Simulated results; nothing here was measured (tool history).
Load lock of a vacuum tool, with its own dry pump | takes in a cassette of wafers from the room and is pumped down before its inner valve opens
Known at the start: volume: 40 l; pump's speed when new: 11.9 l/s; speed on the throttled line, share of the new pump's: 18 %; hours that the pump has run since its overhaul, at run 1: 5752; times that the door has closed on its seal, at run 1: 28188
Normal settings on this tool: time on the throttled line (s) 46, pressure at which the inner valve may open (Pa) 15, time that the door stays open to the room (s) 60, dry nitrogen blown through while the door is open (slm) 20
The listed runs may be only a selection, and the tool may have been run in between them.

run	day	time on the throttled line (s)	pressure at which the inner valve may open (Pa)	time that the door stays open to the room (s)	dry nitrogen blown through while the door is open (slm)	hours that the pump has run since its overhaul	times that the door has closed on its seal	incoming humidity of the room's air, %	time from the closed door until the inner valve may open (s)	rise of the pressure with all valves shut (Pa/min)
1	0	46	15	60	20	5752	28188	45.5	67.7	0.047
2	3.55	46	15	60	7	5837	28339	44.8	67.6	0.07
3	11.562	46	24	60	20	6029	28681	47.4	66.3	0.051
4	18.104	46	24	60	20	6186	28959	43.9	65.9	0.048
5	22.854	46	15	60	20	6300	29161	46.7	68	0.053
6	30.538	46	15	60	20	6485	29489	45	67.2	0.047
7	34.688	46	15	60	20	6584	29666	42.9	68	0.05
8	38.342	46	15	237	20	6672	29821	47.2	67.6	0.142
9	44.025	46	12	60	20	6808	30063	43	68.1	0.056
10	51.742	46	12	60	20	6993	30392	46.7	68.1	0.051
11	59.854	46	12	60	20	7188	30737	44.6	68.6	0.047
12	64.396	46	15	60	44	7297	30931	45.1	67.9	0.034
13	71.279	46	15	60	44	7462	31224	45.5	67.8	0.031
14	78.012	46	15	60	44	7624	31511	45.1	67.4	0.03
15	83.7	46	15	60	44	7760	31753	45.6	67.1	0.036
16	88.421	46	15	60	20	7874	31954	43.6	67.6	0.051
17	95.342	46	15	60	20	8040	32249	42.2	67.5	0.05
18	102.196	46	15	60	20	8204	32541	49.1	67.9	0.051
19	106.604	46	15	60	20	8310	32729	46.3	68	0.052
20	112.162	46	15	78	20	8444	32966	43.8	67.6	0.056
21	118.729	33	15	60	11	8601	33245	45.4	56.7	0.06
22	125.212	33	21	60	11	8757	33522	43.9	55.4	0.063
23	128.842	33	21	60	14	8844	33676	46.7	55.7	0.058
24	134.579	46	21	37	20	8982	33920	43.4	66.4	0.028
25	140.612	46	15	180	20	9126	34177	43.5	67.5	0.105
26	148.021	89	16	60	7	9304	34493	46.2	101.9	0.073
27	156.671	39	17	93	4	9512	34861	45	61.1	0.105
28	161.025	42	17	93	4	9616	35047	41.4	63.9	0.088
29	165.683	33	30	93	4	9728	35245	44.5	54.4	0.101
30	173.112	33	30	93	4	9906	35562	44.5	55	0.099
31	179.504	33	30	93	4	10060	35834	45.1	54.8	0.105
32	184.375	33	30	93	4	10177	36042	43.3	55	0.098
33	188.108	33	30	93	4	10266	36201	42.9	54.4	0.102
34	194.371	89	10	78	34	10417	36467	44.5	104.6	0.044
35	199.933	89	10	78	34	10550	36704	42.6	104.8	0.05
36	205.746	84	19	173	11	10690	36952	42.5	98	0.123
37	210.017	81	19	173	8	10792	37134	46.1	95.6	0.146

Below are 4 alternative next runs, each starting from the tool's condition after run 37. Predict each:
A	215.938	81	12	173	6	10934	37386	43.8	?	?
B	215.938	46	14	60	20	10934	37386	43.3	?	?
C	215.938	89	13	173	8	10934	37386	43.4	?	?
D	215.938	41	29	118	20	10934	37386	45	?	?

run	time from the closed door until the inner valve may open (s)	rise of the pressure with all valves shut (Pa/min)
A	97.1	0.149
B	68.1	0.048
C	103.7	0.139
D	60.8	0.08
With the hidden condition removed and each run's random variation left untouched, the same runs would have given:
run	time from the closed door until the inner valve may open (s)	rise of the pressure with all valves shut (Pa/min)
A	97.1	0.147
B	68.1	0.047
C	103.7	0.138
D	60.8	0.079
